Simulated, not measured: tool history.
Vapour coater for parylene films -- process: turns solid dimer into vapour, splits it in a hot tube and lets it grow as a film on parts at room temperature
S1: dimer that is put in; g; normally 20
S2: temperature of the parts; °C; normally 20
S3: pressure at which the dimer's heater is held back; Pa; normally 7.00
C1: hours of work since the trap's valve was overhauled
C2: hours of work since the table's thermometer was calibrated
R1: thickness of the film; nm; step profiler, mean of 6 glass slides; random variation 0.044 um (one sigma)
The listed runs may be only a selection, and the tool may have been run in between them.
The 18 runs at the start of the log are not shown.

Run 19, hour 1100.8: usual settings; C1 216; C2 672. Result: R1 4530 nm.
At hour 1124.7: trap's valve overhauled.
Run 20, hour 1165.6: usual settings; C1 19; C2 699. Result: R1 4910 nm.
Run 21, hour 1232.1: usual settings; C1 49; C2 730. Result: R1 4860 nm.
Run 22, hour 1293.9: usual settings; C1 78; C2 758. Result: R1 4890 nm.
Run 23, hour 1348.2: usual settings but S1 28 g, S2 32 °C, S3 2.80 Pa; C1 103; C2 783. Result: R1 6110 nm.
Run 24, hour 1429.2: usual settings but S1 28 g, S2 32 °C, S3 5.49 Pa; C1 140; C2 821. Result: R1 5140 nm.
Run 25, hour 1465.7: usual settings but S3 3.23 Pa; C1 157; C2 837. Result: R1 5590 nm.
Run 26, hour 1541.3: usual settings but S1 35 g, S2 13 °C; C1 191; C2 872. Result: R1 9570 nm.
Run 27, hour 1602.8: usual settings but S1 35 g, S2 29 °C, S3 2.89 Pa; C1 220; C2 900. Result: R1 7970 nm.
At hour 1620.8: trap's valve overhauled.
Run 28, hour 1651.6: usual settings but S1 29 g, S2 14 °C, S3 11.01 Pa; C1 14; C2 921. Result: R1 7530 nm.
Run 29, hour 1708.6: usual settings but S1 30 g, S2 14 °C, S3 4.77 Pa; C1 40; C2 947. Result: R1 9370 nm.
Run 30, hour 1768.8: usual settings but S2 17 °C; C1 68; C2 975. Result: R1 5270 nm.
Run 31, hour 1806.3: usual settings but S2 17 °C; C1 85; C2 992. Result: R1 5260 nm.
Run 32, hour 1867.6: usual settings but S1 15 g, S2 30 °C, S3 4.33 Pa; C1 113; C2 1020. Result: R1 3180 nm.
Run 33, hour 1938.9: usual settings but S3 2.63 Pa; C1 146; C2 1053. Result: R1 5970 nm.
Run 34, hour 1999.7: usual settings but S1 14 g, S2 29 °C, S3 6.40 Pa; C1 174; C2 1081. Result: R1 2660 nm.
Run 35, hour 2042.9: usual settings but S1 9 g, S2 19 °C, S3 6.30 Pa; C1 194; C2 1100. Result: R1 2190 nm.
At hour 2114.0: trap's valve overhauled.
Run 36, hour 2116.8: usual settings but S1 25 g, S2 19 °C, S3 2.26 Pa; C1 1; C2 1133. Result: R1 8240 nm.
Run 37, hour 2179.7: usual settings but S1 25 g, S2 19 °C, S3 2.26 Pa; C1 30; C2 1161. Result: R1 8190 nm.
Run 38, hour 2230.9: usual settings but S1 16 g, S3 6.45 Pa; C1 54; C2 1185. Result: R1 3950 nm.
Run 39, hour 2289.2: usual settings but S1 18 g, S2 13 °C, S3 2.23 Pa; C1 80; C2 1212. Result: R1 6820 nm.
Run 40, hour 2365.7: usual settings but S1 12 g, S2 15 °C, S3 4.57 Pa; C1 116; C2 1247. Result: R1 3550 nm.
Run 41, hour 2421.4: usual settings but S1 12 g, S2 15 °C, S3 4.57 Pa; C1 141; C2 1272. Result: R1 3580 nm.
Run 42, hour 2461.4: usual settings but S1 12 g, S2 15 °C, S3 4.57 Pa; C1 160; C2 1291. Result: R1 3480 nm.
Run 43, hour 2502.6: usual settings but S1 29 g, S2 21 °C, S3 2.74 Pa; C1 178; C2 1310. Result: R1 8170 nm.

Forecast each of these 3 alternatives for the next run:
Run A, hour 2542.1: usual settings but S1 32 g, S2 28 °C, S3 4.61 Pa; C1 197; C2 1328. Result: R1 ?.
Run B, hour 2542.1: usual settings but S3 2.03 Pa; C1 197; C2 1328. Result: R1 ?.
Run C, hour 2542.1: usual settings but S2 17 °C; C1 197; C2 1328. Result: R1 ?.

run    R1
  A  6710
  B  6150
  C  5000
Stripped of hidden state, with their random variation kept, the same runs would have yielded:
run    R1
  A  7150
  B  6560
  C  5330

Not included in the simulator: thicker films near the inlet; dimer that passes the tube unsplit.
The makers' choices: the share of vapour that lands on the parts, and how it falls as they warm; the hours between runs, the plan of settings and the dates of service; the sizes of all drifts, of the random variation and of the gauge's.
